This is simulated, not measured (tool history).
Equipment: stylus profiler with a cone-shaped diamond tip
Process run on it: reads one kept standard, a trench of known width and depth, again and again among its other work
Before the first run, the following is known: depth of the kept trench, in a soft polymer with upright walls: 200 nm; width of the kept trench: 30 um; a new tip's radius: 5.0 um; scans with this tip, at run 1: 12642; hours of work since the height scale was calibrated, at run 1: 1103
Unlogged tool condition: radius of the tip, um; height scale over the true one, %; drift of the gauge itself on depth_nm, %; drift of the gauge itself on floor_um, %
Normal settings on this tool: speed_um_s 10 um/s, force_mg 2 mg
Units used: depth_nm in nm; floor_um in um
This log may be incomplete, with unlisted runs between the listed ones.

run	hour	speed_um_s	force_mg	scans with this tip	hours of work since the height scale was calibrated	depth_nm	floor_um
1	0	10	2	12642	1103	201.93	26.46
2	19.7	10	1.8	12800	1117	201.73	26.44
3	60.8	10	1.62	13131	1145	202.02	26.39
4	96.1	2	2	13413	1170	202.11	26.47
5	129	6	2	13678	1193	202.25	26.46
6	162	10	2	13943	1216	202.03	26.39
7	201.2	3	2	14257	1244	202.08	26.33
8	233.8	24	2	14519	1266	202.03	26.31
9	271.2	24	2	14820	1293	202.07	26.25
10	288.9	24	2	14962	1305	202.07	26.25
11	325.8	10	4.35	15258	1331	202.7	26.38
12	367.2	10	2	15590	1360	202.09	26.32
13	407.5	10	1.43	15914	1388	201.76	26.28
14	447.4	10	1.43	16235	1416	201.9	26.29
15	476.2	10	2.41	16466	1436	202.16	26.3
16	515.5	10	0.79	16781	1464	201.69	26.2
17	542.6	10	0.79	16999	1483	201.61	26.18
18	575.3	10	0.79	17261	1506	201.62	26.16
19	600	10	0.79	17460	1523	201.62	26.21
20	628.1	10	0.79	17686	1543	201.81	26.21
21	649.1	31	1.47	17854	1557	201.98	26.15
22	667.5	31	1.47	18002	1570	201.94	26.11
23	706	31	1.47	18311	1597	201.87	26.02
24	742.4	5	5.23	18603	1623	203.28	26.16
25	760.4	28	0.99	18748	1635	201.65	26.02
26	789.5	2	2.27	18982	1656	202.42	26.13
27	828.3	2	2.27	19293	1683	202.35	26.12
# hour 848.1: height scale calibrated on a step standard
28	855.2	4	4.67	19505	5	201.88	26.13
29	876.5	6	2.65	19676	20	201.05	26.11

Run 30, settings as shown, results not yet in. Your forecast:
30	911	6	1.73	19953	44	?	?

{"run 30": {"depth_nm": 200.88, "floor_um": 26.08}}
Had the tool carried no hidden state, the very same run would have given depth_nm 200.93 nm, floor_um 27.16 um.
